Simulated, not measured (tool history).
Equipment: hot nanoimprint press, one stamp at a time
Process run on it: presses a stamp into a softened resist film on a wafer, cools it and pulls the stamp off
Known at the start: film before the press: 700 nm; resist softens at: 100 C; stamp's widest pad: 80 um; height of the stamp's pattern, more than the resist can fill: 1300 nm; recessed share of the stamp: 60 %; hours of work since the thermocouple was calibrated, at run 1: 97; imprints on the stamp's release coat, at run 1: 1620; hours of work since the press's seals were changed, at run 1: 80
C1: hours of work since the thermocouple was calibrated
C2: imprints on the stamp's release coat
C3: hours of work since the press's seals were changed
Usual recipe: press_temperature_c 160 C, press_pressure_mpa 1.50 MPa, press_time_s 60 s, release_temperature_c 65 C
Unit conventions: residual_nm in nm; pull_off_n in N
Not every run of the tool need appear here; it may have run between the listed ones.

{"run": 1, "hour": 0.0, "press_temperature_c": 160, "press_pressure_mpa": 1.5, "press_time_s": 60, "release_temperature_c": 65, "C1": 97, "C2": 1620, "C3": 80, "residual_nm": 372.4, "pull_off_n": 234}
{"run": 2, "hour": 20.5, "press_temperature_c": 160, "press_pressure_mpa": 1.5, "press_time_s": 79, "release_temperature_c": 65, "C1": 106, "C2": 1665, "C3": 89, "residual_nm": 340.3, "pull_off_n": 243}
{"run": 3, "hour": 34.9, "press_temperature_c": 160, "press_pressure_mpa": 1.5, "press_time_s": 79, "release_temperature_c": 65, "C1": 113, "C2": 1698, "C3": 96, "residual_nm": 341.4, "pull_off_n": 228}
{"run": 4, "hour": 51.0, "press_temperature_c": 160, "press_pressure_mpa": 1.5, "press_time_s": 79, "release_temperature_c": 65, "C1": 121, "C2": 1734, "C3": 103, "residual_nm": 341.1, "pull_off_n": 238}
{"hour": 62.7, "done": "stamp cleaned and given a new release coat"}
{"run": 5, "hour": 78.5, "press_temperature_c": 160, "press_pressure_mpa": 2.14, "press_time_s": 60, "release_temperature_c": 65, "C1": 130, "C2": 36, "C3": 113, "residual_nm": 317.9, "pull_off_n": 241}
{"run": 6, "hour": 100.5, "press_temperature_c": 160, "press_pressure_mpa": 2.14, "press_time_s": 60, "release_temperature_c": 54, "C1": 141, "C2": 85, "C3": 124, "residual_nm": 318.5, "pull_off_n": 281}
{"run": 7, "hour": 120.4, "press_temperature_c": 160, "press_pressure_mpa": 2.14, "press_time_s": 60, "release_temperature_c": 54, "C1": 150, "C2": 129, "C3": 133, "residual_nm": 316.4, "pull_off_n": 274}
{"run": 8, "hour": 133.8, "press_temperature_c": 160, "press_pressure_mpa": 2.14, "press_time_s": 60, "release_temperature_c": 54, "C1": 156, "C2": 159, "C3": 139, "residual_nm": 314.7, "pull_off_n": 288}
{"run": 9, "hour": 150.2, "press_temperature_c": 160, "press_pressure_mpa": 1.5, "press_time_s": 60, "release_temperature_c": 65, "C1": 164, "C2": 196, "C3": 147, "residual_nm": 377.4, "pull_off_n": 230}
{"run": 10, "hour": 165.0, "press_temperature_c": 160, "press_pressure_mpa": 1.5, "press_time_s": 60, "release_temperature_c": 65, "C1": 171, "C2": 229, "C3": 154, "residual_nm": 379.6, "pull_off_n": 223}

What will run 11 give?
{"run": 11, "hour": 189.0, "press_temperature_c": 160, "press_pressure_mpa": 1.5, "press_time_s": 60, "release_temperature_c": 65, "C1": 182, "C2": 282, "C3": 165, "residual_nm": "?", "pull_off_n": "?"}

Run 11 came out at residual_nm 375.2 nm, pull_off_n 236 N.
The same run, on a tool lacking any hidden state, would have yielded residual_nm 374.4 nm, pull_off_n 235 N.
